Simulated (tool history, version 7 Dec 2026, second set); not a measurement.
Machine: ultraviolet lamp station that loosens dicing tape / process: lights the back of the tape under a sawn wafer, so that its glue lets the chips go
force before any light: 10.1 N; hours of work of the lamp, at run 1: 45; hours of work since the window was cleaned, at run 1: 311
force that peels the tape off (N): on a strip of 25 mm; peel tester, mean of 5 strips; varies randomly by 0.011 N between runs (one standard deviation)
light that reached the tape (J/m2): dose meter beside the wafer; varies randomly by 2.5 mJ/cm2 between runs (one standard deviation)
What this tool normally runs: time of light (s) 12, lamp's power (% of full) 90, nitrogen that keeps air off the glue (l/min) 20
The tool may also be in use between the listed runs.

run    hour  time of light (s)  lamp's power (% of full)  nitrogen that keeps air off the glue (l/min)  hours of work of the lamp  hours of work since the window was cleaned  force that peels the tape off (N)  light that reached the tape (J/m2)
  1     0.0                 12                        90                                            20                         45                                         311                              0.573                                2610
  2    18.6                 12                        65                                            20                         56                                         323                              1.192                                1870
  3    49.5                 12                        65                                            20                         75                                         342                              1.236                                1860
  4    78.2                 18                        90                                            20                         93                                         360                              0.258                                3800
  5   112.9                 18                        90                                            20                        115                                         381                              0.267                                3740
  6   134.8                 18                        81                                            20                        128                                         395                              0.368                                3380
  7   167.4                 18                        81                                            20                        148                                         415                              0.351                                3330
  8   183.2                 18                        81                                            20                        158                                         425                              0.371                                3290
  9   214.7                 18                        81                                            12                        178                                         444                              0.573                                3250
      226.9  -- window cleaned of glue's vapour
 10   244.4                 18                        81                                            12                        196                                          11                              0.512                                3440
 11   266.2                 12                        90                                            20                        209                                          24                              0.655                                2510
 12   285.9                 12                        90                                            20                        222                                          37                              0.649                                2490
 13   309.5                 22                        90                                            20                        236                                          51                              0.213                                4510
 14   325.1                 22                        76                                            20                        246                                          61                              0.270                                3810
 15   341.2                 12                        83                                            20                        256                                          71                              0.842                                2260
 16   361.6                 12                        83                                            20                        268                                          83                              0.839                                2220
 17   379.4                 12                        83                                            20                        279                                          94                              0.879                                2150
 18   401.6                 12                        62                                            20                        293                                         108                              1.612                                1650
 19   426.9                 12                        91                                            20                        309                                         124                              0.762                                2370
 20   443.9                 12                        91                                            20                        319                                         134                              0.740                                2320
 21   474.5                 12                        91                                            20                        338                                         153                              0.769                                2310
 22   507.5                  7                        91                                             8                        359                                         174                              3.596                                1330
 23   541.6                 12                        76                                            26                        380                                         195                              1.033                                1870
 24   559.5                 12                        76                                            26                        391                                         206                              1.059                                1860
 25   594.1                 12                        76                                            26                        412                                         227                              1.074                                1800
 26   609.1                 12                        76                                            26                        422                                         237                              1.114                                1820
 27   642.2                 13                        76                                            26                        442                                         257                              0.988                                1900
 28   662.8                 13                        76                                            26                        455                                         270                              0.968                                1890
 29   690.6                 12                        76                                            27                        472                                         287                              1.170                                1740
 30   713.1                 12                        76                                            27                        486                                         301                              1.203                                1720
 31   727.2                 17                        71                                             8                        495                                         310                              1.688                                2270
 32   755.4                 12                        75                                            20                        512                                         327                              1.555                                1620
 33   780.2                 10                        64                                            20                        528                                         343                              2.711                                1090
 34   813.1                  9                        92                                             8                        548                                         363                              3.102                                1470
 35   839.3                  9                        92                                             8                        564                                         379                              3.008                                1450
 36   859.3                 17                        66                                             8                        577                                         392                              2.032                                1930
 37   883.2                 10                        63                                            27                        591                                         406                              2.593                                1090
 38   907.6                 10                        63                                            27                        606                                         421                              2.532                                1080
 39   939.5                 12                        90                                            20                        626                                         441                              1.333                                1790
      957.5  -- window cleaned of glue's vapour
 40   966.7                 12                        90                                            20                        643                                           6                              1.180                                1920
 41   983.5                 12                        90                                            20                        653                                          16                              1.172                                1880
 42  1009.2                 21                        76                                            10                        669                                          32                              0.978                                2750

What differs in the tool's unlogged condition from the final listed run ahead of each entry between runs to the first listed run following it?
Run 9 -> run 10: window cleaned of glue's vapour (hour 226.9)
  lamp's light, % of a new lamp's: 90.4 -> 89.5; light that the window lets through, % of a clean one's: 93.1 -> 99.7
  measured minus no-state result, force that peels the tape off (N): +0.181 -> +0.113; light that reached the tape (J/m2): -600 -> -420
Run 39 -> run 40: window cleaned of glue's vapour (hour 957.5)
  lamp's light, % of a new lamp's: 67.3 -> 66.5; light that the window lets through, % of a clean one's: 93.1 -> 99.5
  measured minus no-state result, force that peels the tape off (N): +0.839 -> +0.692; light that reached the tape (J/m2): -1060 -> -970
